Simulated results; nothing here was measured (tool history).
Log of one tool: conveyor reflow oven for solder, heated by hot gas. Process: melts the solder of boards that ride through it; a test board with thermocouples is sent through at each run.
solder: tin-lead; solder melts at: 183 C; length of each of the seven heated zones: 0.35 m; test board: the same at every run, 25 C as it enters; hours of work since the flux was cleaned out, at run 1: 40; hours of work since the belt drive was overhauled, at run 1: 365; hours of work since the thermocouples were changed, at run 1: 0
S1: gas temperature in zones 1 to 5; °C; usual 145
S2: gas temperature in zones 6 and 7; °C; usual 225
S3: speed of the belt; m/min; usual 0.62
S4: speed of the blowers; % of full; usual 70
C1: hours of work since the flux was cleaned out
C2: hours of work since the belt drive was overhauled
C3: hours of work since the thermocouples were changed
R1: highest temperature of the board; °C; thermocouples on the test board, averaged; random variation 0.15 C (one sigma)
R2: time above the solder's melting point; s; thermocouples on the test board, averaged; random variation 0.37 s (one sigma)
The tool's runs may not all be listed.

| run | day | S1 | S2 | S3 | S4 | C1 | C2 | C3 | R1 | R2 |
|---|---|---|---|---|---|---|---|---|---|---|
| 1 | 0 | 145 | 225 | 0.62 | 70 | 40 | 365 | 0 | 208.2 | 44.5 |
| 2 | 0.454 | 145 | 225 | 0.62 | 70 | 47 | 371 | 6 | 207.7 | 45.4 |
| 3 | 0.804 | 145 | 225 | 0.62 | 70 | 51 | 376 | 11 | 207.7 | 45.4 |
| 4 | 1.438 | 145 | 225 | 0.62 | 70 | 60 | 384 | 19 | 207.6 | 45 |
| 5 | 1.896 | 145 | 225 | 0.62 | 70 | 66 | 391 | 25 | 207.8 | 45.9 |
| 6 | 2.267 | 145 | 230 | 0.62 | 70 | 71 | 395 | 30 | 212 | 48.8 |
| 7 | 2.929 | 145 | 225 | 0.62 | 70 | 79 | 404 | 39 | 208.1 | 45.5 |
| 8 | 3.546 | 145 | 225 | 0.62 | 70 | 88 | 413 | 47 | 207.8 | 45.6 |
| 9 | 3.946 | 133 | 225 | 0.62 | 70 | 93 | 418 | 52 | 205.1 | 38.9 |
| 10 | 4.571 | 133 | 225 | 0.62 | 70 | 101 | 426 | 61 | 205.2 | 38.5 |
| 11 | 5.254 | 145 | 225 | 0.552 | 70 | 110 | 435 | 70 | 211.1 | 55.3 |
| 12 | 6.075 | 145 | 225 | 0.62 | 54 | 121 | 446 | 81 | 203.2 | 38.2 |
| 13 | 6.483 | 145 | 225 | 0.62 | 54 | 127 | 452 | 86 | 202.7 | 38.4 |
| 14 | 7.117 | 144 | 217 | 0.617 | 57 | 135 | 460 | 95 | 197.4 | 32.1 |
|  | 7.329 | belt drive overhauled, speed set with a stopwatch |
| 15 | 7.938 | 144 | 217 | 0.617 | 57 | 144 | 8 | 103 | 197.5 | 32.4 |
| 16 | 8.45 | 159 | 229 | 0.706 | 59 | 151 | 15 | 110 | 207.1 | 43.2 |
| 17 | 8.796 | 159 | 229 | 0.706 | 59 | 155 | 19 | 115 | 207 | 43.2 |
| 18 | 9.317 | 145 | 229 | 0.706 | 59 | 162 | 26 | 122 | 202.8 | 33.6 |
| 19 | 10.046 | 145 | 229 | 0.706 | 59 | 172 | 36 | 131 | 203 | 33.4 |
| 20 | 10.533 | 145 | 229 | 0.655 | 51 | 178 | 43 | 138 | 202.5 | 36.2 |
| 21 | 10.929 | 145 | 225 | 0.624 | 70 | 184 | 48 | 143 | 207.5 | 45.4 |
| 22 | 11.658 | 151 | 216 | 0.589 | 55 | 193 | 58 | 153 | 199.1 | 40.2 |
|  | 11.908 | belt drive overhauled, speed set with a stopwatch, once more |
| 23 | 12.671 | 149 | 226 | 0.62 | 68 | 205 | 10 | 164 | 208.2 | 46.4 |
| 24 | 13.375 | 149 | 225 | 0.533 | 66 | 214 | 20 | 174 | 210.8 | 58.1 |
| 25 | 14.079 | 149 | 228 | 0.533 | 66 | 223 | 29 | 183 | 213.8 | 60.8 |

3 ways to go on from here, each from the tool as it stands after run 25. What would each give?
| A | 14.462 | 145 | 228 | 0.507 | 66 | 228 | 34 | 188 | ? | ? |
| B | 14.462 | 149 | 215 | 0.57 | 64 | 228 | 34 | 188 | ? | ? |
| C | 14.462 | 145 | 220 | 0.672 | 70 | 228 | 34 | 188 | ? | ? |

| run | R1 | R2 |
|---|---|---|
| A | 214.5 | 62.8 |
| B | 200.6 | 42.9 |
| C | 200.6 | 33 |
Without the tool's hidden state the same runs would have given:
| run | R1 | R2 |
|---|---|---|
| A | 215.1 | 63.5 |
| B | 201.2 | 44 |
| C | 201.4 | 34.2 |
